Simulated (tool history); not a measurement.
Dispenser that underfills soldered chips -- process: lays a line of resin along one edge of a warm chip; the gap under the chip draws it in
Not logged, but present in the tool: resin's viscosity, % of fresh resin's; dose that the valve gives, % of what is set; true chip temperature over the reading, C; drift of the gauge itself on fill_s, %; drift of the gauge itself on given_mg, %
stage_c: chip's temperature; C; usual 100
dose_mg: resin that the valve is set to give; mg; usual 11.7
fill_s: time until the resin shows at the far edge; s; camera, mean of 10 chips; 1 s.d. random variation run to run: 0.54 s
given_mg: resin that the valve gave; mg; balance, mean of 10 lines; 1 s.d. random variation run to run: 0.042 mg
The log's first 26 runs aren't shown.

| run | hour | stage_c | dose_mg | hours of work since the syringe was changed | hours of work since the valve was cleaned | hours of work since the stage was calibrated | fill_s | given_mg |
|---|---|---|---|---|---|---|---|---|
|  | 323.3 | new syringe of resin |
| 27 | 325.8 | 110 | 12.8 | 2 | 51 | 266 | 30.5 | 12.43 |
|  | 337.2 | dispensing valve cleaned and set on the balance |
|  | 338.7 | new syringe of resin |
| 28 | 339.4 | 110 | 12.8 | 0 | 1 | 274 | 28.6 | 12.86 |
| 29 | 350.4 | 95 | 13.3 | 8 | 9 | 282 | 89.5 | 13.21 |
|  | 353 | new syringe of resin |
| 30 | 364.7 | 100 | 14.4 | 8 | 19 | 292 | 71.5 | 14.32 |
|  | 366.8 | new syringe of resin |
| 31 | 375.2 | 110 | 14.5 | 6 | 26 | 299 | 40.9 | 14.27 |
|  | 381 | new syringe of resin |
| 32 | 391.4 | 110 | 14.5 | 7 | 38 | 311 | 44.1 | 14.24 |
|  | 395.3 | new syringe of resin |
| 33 | 406.6 | 96 | 11.7 | 8 | 48 | 321 | 86.1 | 11.39 |
|  | 409 | new syringe of resin |
|  | 422.2 | dispensing valve cleaned and set on the balance |
| 34 | 422.8 | 100 | 10.4 | 9 | 0 | 332 | 78.5 | 10.39 |

4 options for the next run, each taken on its own from the tool as it stands now. Forecast them:
|  | 424 | new syringe of resin |
|  | 437.7 | new syringe of resin |
| A | 439.1 | 112 | 10.5 | 1 | 12 | 343 | ? | ? |
|  | 424 | new syringe of resin |
|  | 437.7 | new syringe of resin |
| B | 439.1 | 91 | 11.9 | 1 | 12 | 343 | ? | ? |
|  | 424 | new syringe of resin |
|  | 437.7 | new syringe of resin |
| C | 439.1 | 110 | 10.4 | 1 | 12 | 343 | ? | ? |
|  | 424 | new syringe of resin |
|  | 437.7 | new syringe of resin |
| D | 439.1 | 95 | 11.7 | 1 | 12 | 343 | ? | ? |

| run | fill_s | given_mg |
|---|---|---|
| A | 28.9 | 10.43 |
| B | 65.2 | 11.82 |
| C | 31.2 | 10.34 |
| D | 55 | 11.62 |
With no hidden state in the tool, these same runs would have given:
| run | fill_s | given_mg |
|---|---|---|
| A | 28.4 | 10.5 |
| B | 64.6 | 11.9 |
| C | 30.7 | 10.41 |
| D | 54.4 | 11.7 |

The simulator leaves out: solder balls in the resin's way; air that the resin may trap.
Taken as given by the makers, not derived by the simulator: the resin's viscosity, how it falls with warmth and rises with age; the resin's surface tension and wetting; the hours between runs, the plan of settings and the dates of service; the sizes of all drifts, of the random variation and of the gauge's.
